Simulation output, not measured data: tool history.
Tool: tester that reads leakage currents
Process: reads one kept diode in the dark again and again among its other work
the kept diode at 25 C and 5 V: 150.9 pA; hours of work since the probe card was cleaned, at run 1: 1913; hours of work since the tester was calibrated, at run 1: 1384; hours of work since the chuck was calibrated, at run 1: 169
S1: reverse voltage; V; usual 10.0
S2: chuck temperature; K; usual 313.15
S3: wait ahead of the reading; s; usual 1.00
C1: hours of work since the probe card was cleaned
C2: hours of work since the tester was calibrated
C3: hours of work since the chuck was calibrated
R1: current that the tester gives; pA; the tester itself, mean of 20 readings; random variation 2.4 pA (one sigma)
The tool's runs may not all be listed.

run,hour,S1,S2,S3,C1,C2,C3,R1
1,0.0,10.0,313.15,1.00,1913,1384,169,799.86
2,68.1,2.3,313.15,1.00,1948,1419,204,453.54
3,184.5,2.3,313.15,1.00,2007,1479,263,449.20
4,272.1,2.3,313.15,1.00,2052,1524,308,445.83
5,386.4,10.0,313.15,1.00,2111,1582,367,783.99
6,512.5,1.7,313.15,1.00,2176,1647,432,394.04
7,569.6,10.0,313.15,0.35,2205,1676,461,778.66
8,658.0,10.0,313.15,0.35,2250,1722,506,780.30
9,713.1,10.0,313.15,2.38,2279,1750,534,768.40
10,795.1,10.0,313.15,2.38,2321,1792,577,773.10
11,885.8,10.0,313.15,2.38,2367,1838,623,765.55
12,943.4,10.0,313.15,2.38,2397,1868,653,766.75
13,995.1,10.0,313.15,2.38,2423,1895,679,761.71
14,1090.0,10.0,313.15,1.00,2472,1943,728,755.19
15,1218.2,10.0,313.15,1.00,2538,2009,794,751.98
16,1291.1,10.0,313.15,1.00,2575,2046,831,752.19
17,1388.5,10.0,313.15,1.00,2625,2096,881,754.08
18,1476.1,10.0,317.15,1.00,2670,2141,926,1059.28
19,1581.5,10.0,317.15,1.00,2724,2195,980,1054.63
20,1702.7,10.0,317.15,6.77,2786,2257,1042,1049.65
21,1790.9,10.0,317.15,6.77,2831,2303,1087,1038.58
22,1896.5,16.6,313.15,0.48,2885,2357,1141,900.75
# hour 1918.6: probe card cleaned and baked
23,1984.8,1.3,294.15,5.65,34,2401,1185,55.34
24,2062.4,1.3,294.15,5.65,74,2440,1225,54.97
25,2132.6,1.3,294.15,5.65,110,2476,1261,54.53
26,2191.2,1.1,323.15,3.11,140,2506,1291,732.11
27,2307.8,10.0,313.15,5.14,200,2566,1351,711.20
28,2431.9,4.5,326.15,6.93,263,2630,1415,1583.95
29,2524.1,4.5,326.15,6.93,311,2677,1462,1582.90
30,2594.7,10.0,305.15,6.64,347,2713,1498,338.30
31,2649.2,1.4,297.15,0.61,375,2741,1526,74.44
32,2728.5,1.4,297.15,0.61,415,2782,1567,74.22
33,2849.6,8.7,331.15,4.16,477,2844,1629,2984.94
34,2967.6,2.4,308.15,6.43,538,2905,1689,255.90
35,3079.4,2.1,311.15,0.73,595,2962,1747,318.26
36,3155.5,1.7,311.15,6.42,634,3001,1786,292.09
37,3220.0,7.2,299.15,6.87,667,3034,1819,164.40
38,3290.9,7.2,299.15,6.87,704,3070,1855,163.15
39,3362.5,10.0,312.15,0.46,741,3107,1892,626.34

How the hidden state differs across the entries between the runs, from the last listed run before each to the first after it:
Between runs 22 and 23: probe card cleaned and baked (hour 1918.6)
  stray current of the dirty probe card, pA a volt: 1.037 -> 0.033; current scale over the true one, %: -0.82 -> -0.84; true chuck temperature over the reading, C: -0.87 -> -0.92
  measured less the result without the state, R1: -61.88 -> -5.83 pA
